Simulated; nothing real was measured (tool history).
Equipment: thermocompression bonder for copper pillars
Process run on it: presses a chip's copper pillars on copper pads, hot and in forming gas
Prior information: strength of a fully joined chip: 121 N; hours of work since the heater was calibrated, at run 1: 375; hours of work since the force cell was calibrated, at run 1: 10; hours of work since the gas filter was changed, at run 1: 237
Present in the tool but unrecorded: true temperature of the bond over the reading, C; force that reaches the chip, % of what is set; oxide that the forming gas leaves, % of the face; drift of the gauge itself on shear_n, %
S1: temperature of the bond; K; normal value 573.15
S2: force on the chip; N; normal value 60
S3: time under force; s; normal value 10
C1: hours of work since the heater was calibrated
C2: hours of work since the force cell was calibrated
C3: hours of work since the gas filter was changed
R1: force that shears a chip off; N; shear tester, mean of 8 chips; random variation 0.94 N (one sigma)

| run | hour | S1 | S2 | S3 | C1 | C2 | C3 | R1 |
|---|---|---|---|---|---|---|---|---|
| 1 | 0 | 573.15 | 60 | 10 | 375 | 10 | 237 | 76.4 |
| 2 | 7.9 | 573.15 | 60 | 10 | 379 | 15 | 242 | 75.4 |
| 3 | 13.8 | 568.15 | 60 | 10 | 382 | 18 | 245 | 73.5 |
| 4 | 20.8 | 568.15 | 60 | 10 | 386 | 22 | 249 | 74 |
| 5 | 25.3 | 573.15 | 60 | 10 | 389 | 24 | 251 | 77.1 |
| 6 | 31.6 | 573.15 | 60 | 10 | 392 | 28 | 255 | 76.3 |
| 7 | 38 | 573.15 | 60 | 10 | 396 | 31 | 258 | 76.1 |
| 8 | 44.7 | 573.15 | 60 | 10 | 399 | 35 | 262 | 77.1 |
| 9 | 50.3 | 573.15 | 60 | 10 | 403 | 38 | 265 | 76.5 |
| 10 | 58.6 | 573.15 | 60 | 10 | 407 | 42 | 269 | 76.1 |
| 11 | 64.9 | 573.15 | 60 | 10 | 411 | 46 | 273 | 75.1 |
| 12 | 74.5 | 573.15 | 60 | 10 | 416 | 51 | 278 | 75.9 |
| 13 | 81.7 | 573.15 | 60 | 10 | 420 | 55 | 282 | 74.2 |
| 14 | 86.2 | 573.15 | 60 | 10 | 422 | 58 | 285 | 75.7 |
| 15 | 91.1 | 573.15 | 60 | 10 | 425 | 60 | 287 | 77.3 |
| 16 | 98.4 | 573.15 | 60 | 10 | 429 | 64 | 291 | 75.6 |
| 17 | 103.6 | 573.15 | 61 | 10 | 432 | 67 | 294 | 76.3 |
| 18 | 113.2 | 573.15 | 60 | 10 | 437 | 72 | 299 | 74.6 |
| 19 | 118.8 | 573.15 | 60 | 10 | 440 | 76 | 302 | 75 |
| 20 | 128.2 | 582.15 | 57 | 5 | 445 | 81 | 308 | 62.9 |
| 21 | 132.9 | 582.15 | 57 | 5 | 448 | 83 | 310 | 65.6 |
|  | 137.7 | forming gas filter changed |
| 22 | 142.2 | 565.15 | 61 | 18 | 453 | 88 | 2 | 86.4 |
| 23 | 148.2 | 565.15 | 61 | 18 | 456 | 91 | 6 | 85.4 |
| 24 | 157.5 | 589.15 | 54 | 10 | 461 | 97 | 11 | 85.8 |
| 25 | 164 | 566.15 | 60 | 10 | 465 | 100 | 14 | 72.5 |
| 26 | 170.8 | 560.15 | 72 | 10 | 468 | 104 | 18 | 78.8 |
| 27 | 178.9 | 598.15 | 72 | 6 | 473 | 108 | 23 | 94.5 |
| 28 | 183.7 | 574.15 | 72 | 6 | 476 | 111 | 25 | 77.2 |
| 29 | 193.6 | 571.15 | 60 | 10 | 481 | 116 | 31 | 78.7 |
| 30 | 201.5 | 592.15 | 66 | 9 | 485 | 121 | 35 | 93.8 |
| 31 | 206.6 | 592.15 | 66 | 9 | 488 | 123 | 38 | 93.3 |
| 32 | 214.2 | 592.15 | 66 | 9 | 492 | 128 | 42 | 92.5 |
| 33 | 218.3 | 592.15 | 66 | 7 | 495 | 130 | 44 | 87.5 |
| 34 | 226.3 | 557.15 | 66 | 11 | 499 | 134 | 49 | 70.6 |
| 35 | 236.2 | 557.15 | 66 | 11 | 504 | 140 | 54 | 72 |
| 36 | 241.2 | 545.15 | 60 | 7 | 507 | 142 | 57 | 49.4 |
| 37 | 246 | 551.15 | 60 | 5 | 510 | 145 | 59 | 46.7 |
| 38 | 254.8 | 551.15 | 60 | 5 | 515 | 150 | 64 | 47.4 |

Predict each of these 5 candidate next runs independently; none follows another, all start after run 38:
| A | 260.7 | 580.15 | 65 | 13 | 518 | 153 | 68 | ? |
| B | 260.7 | 573.15 | 51 | 11 | 518 | 153 | 68 | ? |
| C | 260.7 | 597.15 | 69 | 8 | 518 | 153 | 68 | ? |
| D | 260.7 | 558.15 | 38 | 17 | 518 | 153 | 68 | ? |
| E | 260.7 | 551.15 | 63 | 7 | 518 | 153 | 68 | ? |

| run | R1 |
|---|---|
| A | 90.9 |
| B | 69.9 |
| C | 95.4 |
| D | 55 |
| E | 55.6 |
The same runs, with their run-to-run variation unchanged, on a tool lacking any hidden condition would have given:
| run | R1 |
|---|---|
| A | 99.5 |
| B | 79.4 |
| C | 103.2 |
| D | 64.5 |
| E | 65.1 |
